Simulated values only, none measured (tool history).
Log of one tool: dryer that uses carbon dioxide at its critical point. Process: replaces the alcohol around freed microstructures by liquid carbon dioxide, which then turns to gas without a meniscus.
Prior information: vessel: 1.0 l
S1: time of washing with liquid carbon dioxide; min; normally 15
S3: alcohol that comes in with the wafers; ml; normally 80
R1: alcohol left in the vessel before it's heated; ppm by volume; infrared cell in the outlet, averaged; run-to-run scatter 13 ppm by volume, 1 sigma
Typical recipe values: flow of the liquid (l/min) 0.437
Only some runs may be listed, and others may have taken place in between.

run 1 hour=0 | S1=15 flow_of_the_liquid_(l/min)=0.437 S3=80 | R1=983
run 2 hour=11.5 | S1=15 flow_of_the_liquid_(l/min)=0.437 S3=80 | R1=998
run 3 hour=27.3 | S1=15 flow_of_the_liquid_(l/min)=0.437 S3=80 | R1=1027
run 4 hour=37.2 | S1=15 flow_of_the_liquid_(l/min)=0.437 S3=80 | R1=1024
run 5 hour=51.4 | S1=15 flow_of_the_liquid_(l/min)=0.437 S3=80 | R1=1036
run 6 hour=63.3 | S1=15 flow_of_the_liquid_(l/min)=0.437 S3=80 | R1=1026
run 7 hour=78.2 | S1=15 flow_of_the_liquid_(l/min)=0.437 S3=90 | R1=1173
run 8 hour=93.3 | S1=15 flow_of_the_liquid_(l/min)=0.437 S3=93 | R1=1220
run 9 hour=100.8 | S1=15 flow_of_the_liquid_(l/min)=0.437 S3=80 | R1=1090
run 10 hour=114.1 | S1=15 flow_of_the_liquid_(l/min)=0.437 S3=80 | R1=1095
run 11 hour=130.2 | S1=15 flow_of_the_liquid_(l/min)=0.437 S3=100 | R1=1351
run 12 hour=143.6 | S1=15 flow_of_the_liquid_(l/min)=0.437 S3=100 | R1=1363
run 13 hour=154.7 | S1=15 flow_of_the_liquid_(l/min)=0.437 S3=80 | R1=1126
run 14 hour=171 | S1=15 flow_of_the_liquid_(l/min)=0.437 S3=24 | R1=426
run 15 hour=188.5 | S1=15 flow_of_the_liquid_(l/min)=0.344 S3=80 | R1=2687
run 16 hour=197.4 | S1=15 flow_of_the_liquid_(l/min)=0.344 S3=80 | R1=2788
run 17 hour=210.7 | S1=15 flow_of_the_liquid_(l/min)=0.632 S3=80 | R1=287
run 18 hour=227.5 | S1=15 flow_of_the_liquid_(l/min)=0.632 S3=80 | R1=293
run 19 hour=236 | S1=15 flow_of_the_liquid_(l/min)=0.632 S3=80 | R1=301
run 20 hour=246.5 | S1=12 flow_of_the_liquid_(l/min)=0.437 S3=80 | R1=2593
run 21 hour=260.8 | S1=15 flow_of_the_liquid_(l/min)=0.437 S3=56 | R1=894
run 22 hour=278.6 | S1=13 flow_of_the_liquid_(l/min)=0.742 S3=40 | R1=221
run 23 hour=287.1 | S1=21 flow_of_the_liquid_(l/min)=0.269 S3=47 | R1=1322
run 24 hour=300.7 | S1=15 flow_of_the_liquid_(l/min)=0.269 S3=50 | R1=3717
run 25 hour=317.8 | S1=16 flow_of_the_liquid_(l/min)=0.299 S3=80 | R1=3729
run 26 hour=335.9 | S1=14 flow_of_the_liquid_(l/min)=0.355 S3=106 | R1=4365
run 27 hour=353 | S1=14 flow_of_the_liquid_(l/min)=0.355 S3=106 | R1=4366
run 28 hour=365.6 | S1=14 flow_of_the_liquid_(l/min)=0.355 S3=106 | R1=4333
run 29 hour=378.7 | S1=14 flow_of_the_liquid_(l/min)=0.355 S3=106 | R1=4501
run 30 hour=393.3 | S1=20 flow_of_the_liquid_(l/min)=0.571 S3=22 | R1=180
-- hour=399.1 inlet filter changed
run 31 hour=410.5 | S1=18 flow_of_the_liquid_(l/min)=0.618 S3=28 | R1=189
run 32 hour=422.8 | S1=10 flow_of_the_liquid_(l/min)=0.286 S3=93 | R1=13224
run 33 hour=433 | S1=11 flow_of_the_liquid_(l/min)=0.437 S3=80 | R1=3029
run 34 hour=446.8 | S1=11 flow_of_the_liquid_(l/min)=0.437 S3=80 | R1=3013
run 35 hour=464.8 | S1=11 flow_of_the_liquid_(l/min)=0.314 S3=62 | R1=6098
run 36 hour=478.8 | S1=11 flow_of_the_liquid_(l/min)=0.314 S3=62 | R1=5974
run 37 hour=487.3 | S1=15 flow_of_the_liquid_(l/min)=0.437 S3=43 | R1=664
run 38 hour=503.2 | S1=15 flow_of_the_liquid_(l/min)=0.367 S3=80 | R1=2028
run 39 hour=515.9 | S1=15 flow_of_the_liquid_(l/min)=0.367 S3=80 | R1=2064

Forecast each of these 5 alternatives for the next run:
run A hour=534 | S1=15 flow_of_the_liquid_(l/min)=0.695 S3=32 | R1=?
run B hour=534 | S1=9 flow_of_the_liquid_(l/min)=0.45 S3=33 | R1=?
run C hour=534 | S1=20 flow_of_the_liquid_(l/min)=0.598 S3=99 | R1=?
run D hour=534 | S1=15 flow_of_the_liquid_(l/min)=0.367 S3=116 | R1=?
run E hour=534 | S1=19 flow_of_the_liquid_(l/min)=0.48 S3=74 | R1=?

run=A R1=225
run=B R1=2259
run=C R1=226
run=D R1=2962
run=E R1=341
Had the tool no hidden state, the same runs would have come out as:
run=A R1=28
run=B R1=1930
run=C R1=27
run=D R1=2522
run=E R1=132

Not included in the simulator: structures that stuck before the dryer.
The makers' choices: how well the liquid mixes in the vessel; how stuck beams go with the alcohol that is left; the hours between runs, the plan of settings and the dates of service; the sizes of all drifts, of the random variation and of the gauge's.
